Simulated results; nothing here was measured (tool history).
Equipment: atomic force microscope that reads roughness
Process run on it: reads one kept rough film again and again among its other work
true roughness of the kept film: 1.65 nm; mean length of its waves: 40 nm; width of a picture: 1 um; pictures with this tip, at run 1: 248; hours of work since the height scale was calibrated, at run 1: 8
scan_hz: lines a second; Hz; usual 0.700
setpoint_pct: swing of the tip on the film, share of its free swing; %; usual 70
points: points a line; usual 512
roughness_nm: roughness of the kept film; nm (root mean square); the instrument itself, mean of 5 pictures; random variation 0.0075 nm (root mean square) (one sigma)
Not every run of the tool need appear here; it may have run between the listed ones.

| run | hour | scan_hz | setpoint_pct | points | pictures with this tip | hours of work since the height scale was calibrated | roughness_nm |
|---|---|---|---|---|---|---|---|
| 1 | 0.0 | 0.700 | 70 | 512 | 248 | 8 | 1.518 |
| 2 | 17.7 | 0.700 | 70 | 512 | 286 | 19 | 1.524 |
| 3 | 32.0 | 0.700 | 70 | 512 | 316 | 29 | 1.524 |
| 4 | 45.9 | 0.700 | 70 | 512 | 346 | 38 | 1.506 |
|  | 71.5 | new tip fitted |
| 5 | 71.8 | 0.700 | 70 | 393 | 0 | 55 | 1.566 |
| 6 | 92.4 | 0.700 | 70 | 393 | 44 | 68 | 1.540 |
| 7 | 114.4 | 0.700 | 70 | 393 | 91 | 83 | 1.532 |
| 8 | 129.6 | 0.700 | 70 | 512 | 123 | 92 | 1.534 |
| 9 | 151.8 | 0.700 | 70 | 512 | 170 | 107 | 1.528 |
| 10 | 173.2 | 0.700 | 70 | 512 | 215 | 121 | 1.514 |
| 11 | 184.7 | 3.655 | 70 | 512 | 240 | 129 | 1.370 |
| 12 | 208.7 | 3.655 | 70 | 512 | 291 | 144 | 1.355 |
| 13 | 227.4 | 3.655 | 70 | 512 | 330 | 157 | 1.354 |
| 14 | 254.2 | 0.700 | 70 | 512 | 387 | 174 | 1.477 |
|  | 261.2 | new tip fitted |
| 15 | 279.8 | 0.700 | 70 | 512 | 40 | 191 | 1.539 |
| 16 | 294.9 | 0.641 | 70 | 512 | 72 | 201 | 1.553 |
| 17 | 308.8 | 0.700 | 70 | 512 | 101 | 210 | 1.541 |
| 18 | 330.6 | 0.700 | 70 | 512 | 147 | 224 | 1.529 |
| 19 | 349.6 | 0.700 | 70 | 512 | 188 | 237 | 1.536 |
| 20 | 367.7 | 0.700 | 70 | 512 | 226 | 248 | 1.521 |
| 21 | 392.1 | 0.700 | 70 | 512 | 278 | 265 | 1.509 |
| 22 | 403.5 | 0.700 | 70 | 512 | 302 | 272 | 1.492 |
| 23 | 420.0 | 0.700 | 70 | 382 | 337 | 283 | 1.496 |
| 24 | 438.6 | 0.700 | 70 | 382 | 376 | 295 | 1.488 |
|  | 449.6 | new tip fitted |
| 25 | 452.9 | 0.700 | 70 | 558 | 7 | 304 | 1.564 |
| 26 | 474.3 | 0.700 | 70 | 459 | 53 | 318 | 1.551 |
| 27 | 487.5 | 0.700 | 70 | 459 | 81 | 327 | 1.537 |
| 28 | 512.2 | 0.700 | 70 | 459 | 133 | 343 | 1.534 |
|  | 515.7 | height scale calibrated on a step standard |
| 29 | 528.1 | 0.700 | 70 | 459 | 165 | 8 | 1.529 |
| 30 | 545.8 | 0.700 | 70 | 459 | 202 | 20 | 1.522 |
| 31 | 558.9 | 0.700 | 59 | 459 | 230 | 28 | 1.518 |
| 32 | 576.8 | 1.103 | 59 | 431 | 268 | 40 | 1.511 |
| 33 | 601.2 | 0.559 | 90 | 431 | 319 | 56 | 1.438 |
| 34 | 625.0 | 0.559 | 90 | 431 | 370 | 72 | 1.436 |
|  | 639.4 | new tip fitted |
| 35 | 647.1 | 0.700 | 70 | 474 | 17 | 86 | 1.542 |
|  | 658.4 | height scale calibrated on a step standard, once more |
| 36 | 671.0 | 1.045 | 70 | 345 | 65 | 8 | 1.524 |
| 37 | 695.0 | 1.918 | 69 | 512 | 116 | 24 | 1.483 |
| 38 | 706.2 | 0.700 | 70 | 271 | 140 | 31 | 1.535 |
| 39 | 728.7 | 1.478 | 55 | 271 | 187 | 46 | 1.515 |
| 40 | 743.2 | 1.478 | 68 | 324 | 218 | 56 | 1.474 |
| 41 | 766.0 | 1.478 | 68 | 324 | 266 | 71 | 1.462 |
| 42 | 790.2 | 1.429 | 68 | 742 | 318 | 87 | 1.470 |
| 43 | 808.6 | 1.035 | 68 | 861 | 357 | 99 | 1.483 |
|  | 828.8 | new tip fitted |
| 44 | 832.8 | 3.797 | 60 | 861 | 9 | 114 | 1.476 |
| 45 | 853.2 | 0.864 | 76 | 512 | 52 | 128 | 1.521 |
| 46 | 876.6 | 0.864 | 76 | 512 | 101 | 143 | 1.506 |
| 47 | 896.4 | 1.819 | 82 | 485 | 143 | 156 | 1.392 |
| 48 | 917.3 | 1.819 | 82 | 485 | 188 | 170 | 1.381 |
| 49 | 934.8 | 2.935 | 82 | 292 | 225 | 181 | 1.279 |
| 50 | 957.8 | 1.150 | 73 | 851 | 273 | 196 | 1.471 |
| 51 | 985.2 | 1.150 | 73 | 851 | 331 | 214 | 1.465 |

Alternative continuations, all from the tool just after run 51; predict every row:
| A | 1007.0 | 0.646 | 58 | 488 | 378 | 229 | ? |
| B | 1007.0 | 1.119 | 78 | 851 | 378 | 229 | ? |
| C | 1007.0 | 0.700 | 81 | 512 | 378 | 229 | ? |

| run | roughness_nm |
|---|---|
| A | 1.500 |
| B | 1.426 |
| C | 1.455 |
Take away the tool's hidden state, keep each run's random variation, and the runs would have read:
| run | roughness_nm |
|---|---|
| A | 1.592 |
| B | 1.514 |
| C | 1.545 |
